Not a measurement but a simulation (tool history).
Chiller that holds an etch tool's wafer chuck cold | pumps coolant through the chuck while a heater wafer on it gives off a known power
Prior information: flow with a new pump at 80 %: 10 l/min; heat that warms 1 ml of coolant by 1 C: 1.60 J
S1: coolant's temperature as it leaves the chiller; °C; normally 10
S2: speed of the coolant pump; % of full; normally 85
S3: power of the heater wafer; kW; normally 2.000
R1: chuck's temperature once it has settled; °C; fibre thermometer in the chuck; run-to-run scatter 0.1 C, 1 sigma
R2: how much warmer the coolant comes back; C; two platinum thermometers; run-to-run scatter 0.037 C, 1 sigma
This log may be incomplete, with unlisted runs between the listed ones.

{"run": 1, "hour": 0.0, "S1": 10, "S2": 85, "S3": 2.0, "R1": 25.3, "R2": 7.0}
{"run": 2, "hour": 102.5, "S1": 10, "S2": 85, "S3": 2.0, "R1": 25.3, "R2": 7.07}
{"run": 3, "hour": 270.0, "S1": 10, "S2": 85, "S3": 2.0, "R1": 25.5, "R2": 7.0}
{"run": 4, "hour": 460.0, "S1": 10, "S2": 85, "S3": 1.183, "R1": 19.2, "R2": 4.22}
{"run": 5, "hour": 575.2, "S1": 10, "S2": 85, "S3": 1.183, "R1": 19.0, "R2": 4.22}
{"run": 6, "hour": 748.6, "S1": 18, "S2": 85, "S3": 2.0, "R1": 33.4, "R2": 7.04}
{"run": 7, "hour": 898.1, "S1": 18, "S2": 85, "S3": 2.0, "R1": 33.3, "R2": 7.1}
{"run": 8, "hour": 986.3, "S1": 10, "S2": 85, "S3": 2.0, "R1": 25.5, "R2": 7.11}
{"run": 9, "hour": 1070.4, "S1": 15, "S2": 85, "S3": 2.0, "R1": 30.4, "R2": 7.1}
{"run": 10, "hour": 1247.5, "S1": 15, "S2": 85, "S3": 2.0, "R1": 30.3, "R2": 7.2}
{"run": 11, "hour": 1436.6, "S1": 15, "S2": 85, "S3": 2.0, "R1": 30.3, "R2": 7.15}
{"run": 12, "hour": 1546.7, "S1": 9, "S2": 85, "S3": 2.0, "R1": 24.3, "R2": 7.15}
{"run": 13, "hour": 1663.7, "S1": 10, "S2": 85, "S3": 2.0, "R1": 25.3, "R2": 7.15}
{"run": 14, "hour": 1831.4, "S1": 10, "S2": 85, "S3": 2.0, "R1": 25.3, "R2": 7.16}
{"run": 15, "hour": 1930.9, "S1": 19, "S2": 85, "S3": 2.0, "R1": 34.2, "R2": 7.21}
{"run": 16, "hour": 2052.6, "S1": 19, "S2": 85, "S3": 2.0, "R1": 34.3, "R2": 7.22}
{"run": 17, "hour": 2156.4, "S1": 3, "S2": 94, "S3": 1.405, "R1": 12.8, "R2": 4.52}
{"run": 18, "hour": 2337.2, "S1": 3, "S2": 94, "S3": 1.405, "R1": 12.7, "R2": 4.61}
{"run": 19, "hour": 2522.7, "S1": 3, "S2": 94, "S3": 1.405, "R1": 12.9, "R2": 4.67}
{"hour": 2583.1, "done": "chiller's thermometer calibrated"}
{"run": 20, "hour": 2649.2, "S1": 3, "S2": 94, "S3": 1.405, "R1": 12.8, "R2": 4.64}
{"run": 21, "hour": 2842.2, "S1": 10, "S2": 61, "S3": 2.0, "R1": 31.0, "R2": 10.21}
{"run": 22, "hour": 2971.9, "S1": 19, "S2": 87, "S3": 1.145, "R1": 27.7, "R2": 4.13}
{"run": 23, "hour": 3078.6, "S1": 18, "S2": 91, "S3": 1.452, "R1": 28.3, "R2": 4.9}
{"run": 24, "hour": 3187.0, "S1": 6, "S2": 81, "S3": 2.0, "R1": 21.9, "R2": 7.57}
{"run": 25, "hour": 3321.5, "S1": 5, "S2": 87, "S3": 2.0, "R1": 20.1, "R2": 7.12}
{"run": 26, "hour": 3420.5, "S1": 5, "S2": 67, "S3": 1.037, "R1": 15.0, "R2": 4.87}
{"run": 27, "hour": 3602.0, "S1": 19, "S2": 73, "S3": 2.406, "R1": 40.5, "R2": 10.16}
{"run": 28, "hour": 3718.7, "S1": 14, "S2": 76, "S3": 1.588, "R1": 27.4, "R2": 6.48}
{"run": 29, "hour": 3837.6, "S1": 10, "S2": 86, "S3": 2.989, "R1": 32.6, "R2": 10.67}
{"run": 30, "hour": 3931.9, "S1": 17, "S2": 92, "S3": 1.804, "R1": 29.9, "R2": 6.07}
{"run": 31, "hour": 4108.2, "S1": 10, "S2": 67, "S3": 2.0, "R1": 29.2, "R2": 9.29}
{"hour": 4166.4, "done": "coolant pump overhauled"}
{"run": 32, "hour": 4290.6, "S1": 10, "S2": 67, "S3": 2.0, "R1": 29.3, "R2": 9.3}

Below, each run's measurement less what the same run would have read without the hidden state. Both values contain the same run-to-run variation, but the gauge's scatter may not be the same in both:
Hidden conditions of the tool in this case: heat passed by the chuck's channels, % of clean ones'; flow at a given pump speed, % of a new pump's; coolant's true temperature over the reading, C; drift of the gauge itself on chuck_c, C; drift of the gauge itself on warmer_back_c, C.
run=1 R2=+0.00
run=2 R2=+0.01
run=3 R2=+0.02
run=4 R2=+0.04
run=5 R2=+0.03
run=6 R2=+0.05
run=7 R2=+0.07
run=8 R2=+0.07
run=9 R2=+0.07
run=10 R2=+0.08
run=11 R2=+0.10
run=12 R2=+0.10
run=13 R2=+0.12
run=14 R2=+0.12
run=15 R2=+0.13
run=16 R2=+0.13
run=17 R2=+0.14
run=18 R2=+0.16
run=19 R2=+0.17
run=20 R2=+0.18
run=21 R2=+0.19
run=22 R2=+0.19
run=23 R2=+0.20
run=24 R2=+0.21
run=25 R2=+0.22
run=26 R2=+0.23
run=27 R2=+0.24
run=28 R2=+0.25
run=29 R2=+0.26
run=30 R2=+0.26
run=31 R2=+0.27
run=32 R2=+0.28
R1: at most 0.1 °C away from the measurement, every run.
